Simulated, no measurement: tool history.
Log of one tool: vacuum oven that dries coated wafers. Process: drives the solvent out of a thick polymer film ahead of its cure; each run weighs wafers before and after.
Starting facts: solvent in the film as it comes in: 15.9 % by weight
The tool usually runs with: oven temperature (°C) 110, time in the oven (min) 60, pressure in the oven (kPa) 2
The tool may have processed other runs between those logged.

run,hour,oven temperature (°C),time in the oven (min),pressure in the oven (kPa),solvent left in the film (%)
1,0,110,60,2,2.7
2,33.2,110,60,2,2.67
3,65.2,110,60,2,2.74
4,115,114,60,2,1.92
5,144.1,110,60,4.21,4.09
6,167.9,110,104,2,1.66
7,193.5,110,60,2,2.69
8,224.9,110,60,3.61,3.73
9,248,110,60,3.61,3.67
10,282.1,110,38,2,4.28
11,311.2,110,38,2,4.34
12,339.4,110,38,2,4.27
13,378.5,110,38,2,4.34
14,409.7,110,38,2,4.35
15,453.9,110,38,2,4.25
16,475.5,110,38,2,4.34
17,503.7,110,38,2,4.28
18,532.9,110,60,2,2.72
19,581,110,60,2,2.66
20,626.3,110,60,2,2.68
21,653.9,110,53,3.7,4.06
22,690.4,110,53,3.7,4.12
23,724.2,120,85,3.52,1.77
24,766.2,110,56,6.33,5.59

Expected results for the next run?
25,809.5,107,51,2,?

Logged for run 25: solvent left in the film (%) 4.03.
On a tool with no hidden condition, and with the same random variation, this run would have come out at solvent left in the film (%) 4.04.

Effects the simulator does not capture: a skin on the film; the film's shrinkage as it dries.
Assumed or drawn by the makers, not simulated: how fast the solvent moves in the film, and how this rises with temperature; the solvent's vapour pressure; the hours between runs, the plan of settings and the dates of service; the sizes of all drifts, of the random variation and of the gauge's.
